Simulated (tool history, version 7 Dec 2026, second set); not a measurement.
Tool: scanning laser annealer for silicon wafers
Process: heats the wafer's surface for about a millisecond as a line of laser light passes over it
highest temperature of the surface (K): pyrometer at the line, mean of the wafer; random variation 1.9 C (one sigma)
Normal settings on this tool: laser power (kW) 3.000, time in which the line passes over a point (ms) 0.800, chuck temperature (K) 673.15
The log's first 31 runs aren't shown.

run	hour	laser power (kW)	time in which the line passes over a point (ms)	chuck temperature (K)	hours of work since the window was cleaned	hours of work since the power meter was calibrated	hours of work since the optics were aligned	highest temperature of the surface (K)
32	1308.0	3.000	0.777	673.15	348	236	68	1444.15
33	1335.4	3.000	0.777	673.15	363	251	83	1448.15
34	1397.1	3.000	0.777	673.15	397	285	116	1443.15
35	1455.2	3.298	0.777	670.15	428	316	148	1523.15
36	1512.1	3.038	0.843	688.15	459	347	178	1496.15
37	1572.0	2.643	0.828	655.15	491	379	211	1340.15
38	1601.1	2.643	0.828	655.15	507	395	226	1339.15
39	1651.0	2.643	0.828	655.15	533	421	253	1338.15
40	1706.2	2.805	0.760	642.15	563	451	283	1339.15
# hour 1722.4: window over the wafer cleaned
41	1752.5	3.076	0.800	708.15	16	475	307	1531.15

Each row is a separate what-if for the run after 41, all from the same tool condition, not one after another. Results?
A	1788.8	3.293	0.901	707.15	36	495	327	?
B	1788.8	3.000	0.800	648.15	36	495	327	?
C	1788.8	2.787	0.800	663.15	36	495	327	?
D	1788.8	2.993	0.829	672.15	36	495	327	?

run	highest temperature of the surface (K)
A	1651.15
B	1446.15
C	1399.15
D	1486.15
With no hidden state in the tool, these same runs would have given:
run	highest temperature of the surface (K)
A	1660.15
B	1454.15
C	1406.15
D	1494.15
